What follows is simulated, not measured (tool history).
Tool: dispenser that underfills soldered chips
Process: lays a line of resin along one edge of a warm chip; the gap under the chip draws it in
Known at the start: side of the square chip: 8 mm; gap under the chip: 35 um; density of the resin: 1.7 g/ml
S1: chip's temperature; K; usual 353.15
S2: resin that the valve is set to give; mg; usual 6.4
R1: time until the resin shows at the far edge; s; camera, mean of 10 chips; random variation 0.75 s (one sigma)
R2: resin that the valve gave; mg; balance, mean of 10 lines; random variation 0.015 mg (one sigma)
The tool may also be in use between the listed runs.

run	hour	S1	S2	R1	R2
1	0	353.15	6.4	72.6	6.25
# hour 6.8: new syringe of resin
2	11.5	356.15	6.4	64	6.23
# hour 17.4: new syringe of resin
3	20.4	356.15	6.4	60.6	6.21
# hour 27.8: new syringe of resin
4	31.3	353.15	6.4	72.4	6.18
# hour 37.9: new syringe of resin
5	43	353.15	6.4	76.2	6.16
# hour 47.8: new syringe of resin
6	48.9	349.15	6.4	84.1	6.17
# hour 52.3: dispensing valve cleaned and set on the balance
# hour 59.1: new syringe of resin
7	61.6	349.15	6.4	84	6.38
# hour 69.2: new syringe of resin
8	74.3	349.15	6.4	92.6	6.36
# hour 79.5: new syringe of resin
9	80.8	364.15	6.4	38.3	6.33
# hour 89.6: new syringe of resin
10	93.4	364.15	6.4	41	6.35
# hour 99.8: new syringe of resin
11	104.6	353.15	6.4	74.7	6.32
# hour 110.1: new syringe of resin
12	114.2	353.15	7.09	73.2	6.95
# hour 120.7: new syringe of resin
13	121.7	353.15	7.09	66.7	6.91
14	130.1	341.15	6.4	157.4	6.25
# hour 131.5: new syringe of resin
# hour 141.7: new syringe of resin
15	142.3	353.15	7.15	65.9	6.95
# hour 151.9: new syringe of resin
16	153.8	353.15	5.51	68.8	5.34
# hour 161.8: new syringe of resin
17	162.8	353.15	5.51	68.5	5.32
18	170.8	353.15	6.92	83.5	6.67
# hour 172.5: new syringe of resin
19	178.5	366.15	5.68	40.4	5.45
# hour 181.7: dispensing valve cleaned and set on the balance
# hour 183.9: new syringe of resin
20	186.1	350.15	6.8	80.3	6.81
21	192.3	353.15	5.51	81.5	5.53
# hour 194.5: new syringe of resin
22	198.9	353.15	6.01	73.7	5.97
# hour 204.1: stage's temperature calibrated
# hour 205.4: new syringe of resin
23	206.5	357.15	7.75	59.1	7.72
# hour 215.9: new syringe of resin
24	217.9	348.15	6.12	93	6.03
25	224.6	364.15	5.52	49.9	5.46
# hour 226.6: new syringe of resin
26	234.3	358.15	5.52	66.5	5.46
# hour 236.7: new syringe of resin
27	245.9	355.15	7.41	77.6	7.31
# hour 247.3: new syringe of resin
28	251.4	355.15	7.41	68.3	7.28
# hour 258: new syringe of resin
29	262.6	361.15	8.14	50.9	7.97
# hour 268.5: new syringe of resin
30	274.1	361.15	8.14	52.1	7.95
# hour 278.7: new syringe of resin
31	282.5	349.15	6.06	94.9	5.88
# hour 289.1: new syringe of resin
32	291.1	349.15	6.06	88.8	5.89
# hour 299: new syringe of resin
33	299.7	349.15	6.06	84.4	5.85
34	307	351.15	6.05	93.5	5.85

Measured less the same run without the tool's hidden state. The same run-to-run variation is in both; the gauge's scatter may not be:
The hidden state here: resin's viscosity, % of fresh resin's; dose that the valve gives, % of what is set; true chip temperature over the reading, C; drift of the gauge itself on fill_s, %; drift of the gauge itself on given_mg, %.
run	R1	R2
1	+3.5	-0.16
2	+5.7	-0.18
3	+2.1	-0.19
4	+4	-0.21
5	+7.6	-0.24
6	-2.1	-0.24
7	+1	-0.03
8	+8.5	-0.05
9	-0.7	-0.06
10	+2	-0.09
11	+5.9	-0.1
12	+4.4	-0.13
13	-1.5	-0.15
14	+27.6	-0.15
15	-2.4	-0.2
16	-1.2	-0.17
17	-0.7	-0.18
18	+14.6	-0.24
19	+4.5	-0.2
20	-0.2	-0.01
21	+12.1	-0.01
22	+4.6	-0.03
23	+2.2	-0.04
24	+4.2	-0.05
25	+9.8	-0.07
26	+11.7	-0.07
27	+16.6	-0.13
28	+6.3	-0.13
29	+5.9	-0.17
30	+6.8	-0.19
31	+7.6	-0.17
32	+3.9	-0.18
33	+0.1	-0.19
34	+16.3	-0.2

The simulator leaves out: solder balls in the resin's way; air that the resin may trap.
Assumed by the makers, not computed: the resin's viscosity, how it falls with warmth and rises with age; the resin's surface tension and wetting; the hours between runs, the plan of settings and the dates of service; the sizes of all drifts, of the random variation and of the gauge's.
